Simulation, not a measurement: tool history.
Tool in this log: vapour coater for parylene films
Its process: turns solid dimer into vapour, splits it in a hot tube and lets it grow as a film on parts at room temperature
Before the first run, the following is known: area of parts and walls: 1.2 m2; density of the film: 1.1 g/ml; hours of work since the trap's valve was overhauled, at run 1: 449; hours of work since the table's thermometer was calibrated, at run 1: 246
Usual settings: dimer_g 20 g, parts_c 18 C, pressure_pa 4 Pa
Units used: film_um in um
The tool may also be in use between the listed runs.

run	hour	dimer_g	parts_c	pressure_pa	hours of work since the trap's valve was overhauled	hours of work since the table's thermometer was calibrated	film_um
1	0	20	18	4	449	246	8.49
2	7.6	20	18	4	454	250	8.62
3	15.4	21	18	4	458	255	8.87
4	26.1	21	19	4	465	261	8.45
5	38	21	19	4	472	268	8.4
6	47	21	19	4	477	274	8.47
7	59.1	20	18	4	484	281	8.39
8	73.2	20	18	4	492	289	8.31
9	88.3	20	18	4	501	298	8.43
10	95.7	20	18	4	506	302	8.37
# hour 100.6: trap's valve overhauled
11	113.5	20	18	4	8	310	8.07
12	126.2	20	18	4	15	318	8.01
13	134.6	20	11	4	20	323	10.99
14	146.2	20	18	4.25	27	330	7.9
15	156.7	23	25	5.23	33	336	6.32
16	170.9	20	26	4	41	344	5.47
# hour 178.2: trap's valve overhauled, once more
17	181.9	20	26	4	2	348	6.21
18	196.5	20	26	4	11	357	6.19
19	207	20	18	4.42	17	363	8.76
20	215	13	15	3.3	22	368	6.98
21	223.6	36	18	2.66	27	373	17.4
22	234.5	16	19	10.32	33	379	5.87
23	242.9	20	15	9.94	38	384	8.92
24	254.5	20	15	9.94	45	391	9.04
25	265	13	12	5.31	51	397	7.42
26	273.9	24	18	4	56	403	10.81
27	286.8	15	18	4	64	410	6.65

Alternative continuations, all from the tool just after run 27; predict every row:
A	294.4	10	27	3.65	69	415	?
B	294.4	15	18	4	69	415	?
C	294.4	15	18	4	69	415	?
D	294.4	33	18	4.64	69	415	?

run	film_um
A	2.95
B	6.87
C	6.87
D	14.37
Without the tool's unlogged condition, the same runs would have read:
run	film_um
A	3.02
B	7.03
C	7.03
D	14.69
